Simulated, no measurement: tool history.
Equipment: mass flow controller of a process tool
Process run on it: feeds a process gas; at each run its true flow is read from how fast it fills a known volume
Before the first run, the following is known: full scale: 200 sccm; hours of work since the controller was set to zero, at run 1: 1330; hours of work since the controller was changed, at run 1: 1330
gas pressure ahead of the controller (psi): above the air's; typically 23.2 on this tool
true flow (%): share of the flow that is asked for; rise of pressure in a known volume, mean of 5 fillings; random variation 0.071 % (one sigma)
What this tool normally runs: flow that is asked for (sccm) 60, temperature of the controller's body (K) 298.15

run,hour,flow that is asked for (sccm),gas pressure ahead of the controller (psi),temperature of the controller's body (K),hours of work since the controller was set to zero,hours of work since the controller was changed,true flow (%)
1,0.0,60,23.2,298.15,1330,1330,99.40
2,103.9,60,23.2,298.15,1373,1373,99.52
3,265.3,60,23.2,298.15,1441,1441,99.54
4,381.1,60,23.2,298.15,1489,1489,99.39
5,517.3,60,23.2,294.15,1546,1546,99.74
6,667.6,60,23.2,312.15,1608,1608,98.58
7,817.1,60,23.2,312.15,1670,1670,98.55
8,912.6,60,23.2,312.15,1710,1710,98.55
9,1035.8,60,23.2,312.15,1761,1761,98.53
10,1175.1,60,36.0,298.15,1819,1819,99.64
11,1268.2,60,26.8,298.15,1858,1858,99.66
12,1397.2,60,26.8,298.15,1912,1912,99.70
13,1499.5,75,35.0,311.15,1955,1955,98.79
14,1617.3,48,23.2,298.15,2004,2004,99.43
15,1789.8,140,23.8,295.15,2075,2075,100.02
16,1904.6,85,23.2,301.15,2123,2123,99.31
17,2090.1,28,23.2,294.15,2200,2200,99.66
18,2242.9,180,23.2,302.15,2264,2264,99.64
19,2400.3,35,24.9,293.15,2330,2330,99.88
20,2516.2,41,22.9,307.15,2378,2378,98.84
21,2679.5,41,22.9,307.15,2446,2446,98.77
22,2870.0,41,22.9,309.15,2525,2525,98.64
23,3032.2,41,22.9,309.15,2593,2593,98.61
24,3154.4,60,40.3,298.15,2644,2644,99.80

What if the next run were any one of these 4? Each begins from the tool's condition after run 24:
A,3296.2,68,40.3,309.15,2703,2703,?
B,3296.2,60,21.5,298.15,2703,2703,?
C,3296.2,165,22.9,303.15,2703,2703,?
D,3296.2,29,23.2,306.15,2703,2703,?

run,true flow (%)
A,99.03
B,99.48
C,99.45
D,98.78
Without the tool's unlogged condition, the same runs would have read:
run,true flow (%)
A,99.03
B,99.48
C,99.45
D,98.78
